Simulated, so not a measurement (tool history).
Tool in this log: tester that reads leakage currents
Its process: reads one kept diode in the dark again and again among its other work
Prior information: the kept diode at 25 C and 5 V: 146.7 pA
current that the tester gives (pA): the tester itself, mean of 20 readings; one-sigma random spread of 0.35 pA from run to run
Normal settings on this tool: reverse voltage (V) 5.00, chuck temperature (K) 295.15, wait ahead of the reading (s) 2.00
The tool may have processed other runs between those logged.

run    hour  reverse voltage (V)  chuck temperature (K)  wait ahead of the reading (s)  current that the tester gives (pA)
  1     0.0                 5.00                 295.15                           2.00                              122.51
  2    60.8                 5.00                 295.15                           2.00                              123.45
  3   103.2                 5.00                 295.15                           2.00                              122.94
  4   188.6                 5.00                 295.15                           2.00                              124.20
  5   279.0                 5.00                 295.15                           2.00                              125.73
  6   335.3                 5.00                 295.15                           1.67                              126.46
  7   378.3                 5.00                 295.15                           1.67                              126.69
  8   425.5                 5.00                 298.15                           2.00                              160.05
      495.4  -- probe card cleaned and baked
  9   498.3                 5.00                 298.15                           2.00                              161.92
 10   587.6                 5.00                 298.15                           2.00                              163.49
 11   632.4                 5.00                 298.15                           2.00                              163.36
 12   715.6                 5.00                 295.15                           2.00                              130.73
 13   770.9                 5.00                 295.15                           2.00                              131.90
 14   866.2                 5.00                 295.15                           2.00                              132.96
 15   914.4                 5.00                 295.15                           2.00                              132.36
      925.6  -- probe card cleaned and baked, once more
 16  1002.5                 5.00                 295.15                           8.70                              127.45
 17  1044.2                 5.00                 295.15                           2.00                              128.54
 18  1102.7                 5.00                 295.15                           2.00                              129.21
 19  1144.2                 5.00                 295.15                           2.00                              129.37
 20  1213.6                 5.00                 295.15                           2.00                              131.05
 21  1311.2                 5.00                 295.15                           2.00                              131.77
 22  1404.3                 5.00                 295.15                           2.00                              132.55
 23  1501.0                 5.00                 295.15                           2.00                              133.22
 24  1556.4                17.81                 320.15                           1.50                             1504.85
 25  1604.3                 1.19                 320.15                           8.70                              446.88
 26  1668.6                 1.38                 295.15                           2.81                               75.46
 27  1716.8                 9.65                 295.15                           1.33                              184.24
 28  1762.2                 5.36                 330.15                           2.00                             1710.15
 29  1831.6                 5.36                 330.15                           2.00                             1725.84
 30  1918.6                 5.36                 330.15                           2.00                             1726.65
 31  1984.9                 8.64                 294.15                           8.70                              163.46
 32  2073.4                 5.00                 295.15                           2.35                              139.65
 33  2161.6                 1.34                 296.15                           1.59                               83.15
 34  2261.4                 1.34                 296.15                           1.59                               83.65
 35  2320.2                19.05                 296.15                           0.96                              292.69
 36  2387.2                19.05                 296.15                           0.96                              293.23
     2393.5  -- chuck's temperature calibrated
 37  2440.2                19.05                 296.15                           0.96                              256.51
 38  2511.6                 5.00                 295.15                           1.04                              125.64
 39  2560.2                 5.00                 295.15                           5.00                              125.56

Below are 4 alternative next runs, each starting from the tool's condition after run 39. Predict each:
  A  2631.3                 7.15                 302.15                           0.85                                   ?
  B  2631.3                 5.25                 317.15                           2.00                                   ?
  C  2631.3                 1.39                 298.15                           0.39                                   ?
  D  2631.3                 5.00                 297.15                           2.00                                   ?

run  current that the tester gives (pA)
  A                              257.29
  B                              660.71
  C                               89.66
  D                              148.68
Without the tool's hidden state the same runs would have given:
run  current that the tester gives (pA)
  A                              239.17
  B                              624.33
  C                               84.01
  D                              137.44
